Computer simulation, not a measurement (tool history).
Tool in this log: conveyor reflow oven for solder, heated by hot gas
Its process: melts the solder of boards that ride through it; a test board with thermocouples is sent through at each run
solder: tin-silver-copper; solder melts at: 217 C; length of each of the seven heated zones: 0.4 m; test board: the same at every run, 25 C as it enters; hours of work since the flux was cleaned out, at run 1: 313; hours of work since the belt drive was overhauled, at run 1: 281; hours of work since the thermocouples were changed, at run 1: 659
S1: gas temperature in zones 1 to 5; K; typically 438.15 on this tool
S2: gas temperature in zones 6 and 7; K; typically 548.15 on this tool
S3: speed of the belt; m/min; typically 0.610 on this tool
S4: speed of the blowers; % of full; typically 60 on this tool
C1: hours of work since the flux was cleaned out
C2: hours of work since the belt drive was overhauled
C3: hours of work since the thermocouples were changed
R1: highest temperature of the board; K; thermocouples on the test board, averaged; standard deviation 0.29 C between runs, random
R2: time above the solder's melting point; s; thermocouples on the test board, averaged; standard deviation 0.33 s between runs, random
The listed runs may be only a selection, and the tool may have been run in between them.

Run 1, hour 0.0: usual settings; C1 313; C2 281; C3 659. Result: R1 525.65 K, R2 54.1 s.
Run 2, hour 21.3: usual settings; C1 325; C2 293; C3 671. Result: R1 524.55 K, R2 54.3 s.
Run 3, hour 32.7: usual settings but S1 451.15 K; C1 331; C2 299; C3 677. Result: R1 527.75 K, R2 61.5 s.
Run 4, hour 41.3: usual settings but S1 451.15 K; C1 336; C2 304; C3 682. Result: R1 527.75 K, R2 60.8 s.
Run 5, hour 58.4: usual settings but S1 451.15 K; C1 345; C2 314; C3 691. Result: R1 527.65 K, R2 61.6 s.
Run 6, hour 69.7: usual settings but S1 451.15 K, S4 62 % of full; C1 351; C2 320; C3 697. Result: R1 528.55 K, R2 61.8 s.
Run 7, hour 84.2: usual settings but S1 451.15 K, S4 62 % of full; C1 359; C2 328; C3 705. Result: R1 527.85 K, R2 61.7 s.
Run 8, hour 102.7: usual settings but S1 444.15 K, S2 545.15 K, S3 0.513 m/min, S4 58 % of full; C1 370; C2 338; C3 716. Result: R1 528.95 K, R2 72.6 s.
Run 9, hour 116.5: usual settings but S1 444.15 K, S2 545.15 K, S3 0.591 m/min, S4 86 % of full; C1 377; C2 346; C3 723. Result: R1 530.15 K, R2 63.8 s.
Run 10, hour 132.2: usual settings but S1 446.15 K; C1 386; C2 354; C3 732. Result: R1 526.25 K, R2 57.9 s.
Run 11, hour 144.8: usual settings but S3 0.609 m/min, S4 73 % of full; C1 393; C2 361; C3 739. Result: R1 527.35 K, R2 57.1 s.
Run 12, hour 155.3: usual settings but S2 563.15 K, S3 0.623 m/min, S4 73 % of full; C1 399; C2 367; C3 745. Result: R1 539.45 K, R2 62.8 s.
Run 13, hour 175.2: usual settings but S2 563.15 K, S3 0.623 m/min, S4 73 % of full; C1 410; C2 378; C3 756. Result: R1 538.95 K, R2 62.7 s.

Table of differences, measured result less the result of that run with no hidden state. Run-to-run variation is the same in both. Gauge scatter possibly is not:
Hidden state at play: heat that the gas passes to the board, % of a clean oven's; belt's true speed, % of the reading; true gas temperature in zones 6 and 7 over the reading, C; drift of the gauge itself on peak_c, C; drift of the gauge itself on liquid_s, %.
run     R1    R2
  1  -2.30  -2.2
  2  -2.50  -2.3
  3  -2.10  -1.8
  4  -2.20  -1.8
  5  -2.20  -2.0
  6  -2.40  -1.9
  7  -2.40  -2.0
  8  -1.80  -1.6
  9  -2.80  -2.3
 10  -2.90  -2.5
 11  -3.40  -2.9
 12  -4.10  -2.0
 13  -4.30  -2.1

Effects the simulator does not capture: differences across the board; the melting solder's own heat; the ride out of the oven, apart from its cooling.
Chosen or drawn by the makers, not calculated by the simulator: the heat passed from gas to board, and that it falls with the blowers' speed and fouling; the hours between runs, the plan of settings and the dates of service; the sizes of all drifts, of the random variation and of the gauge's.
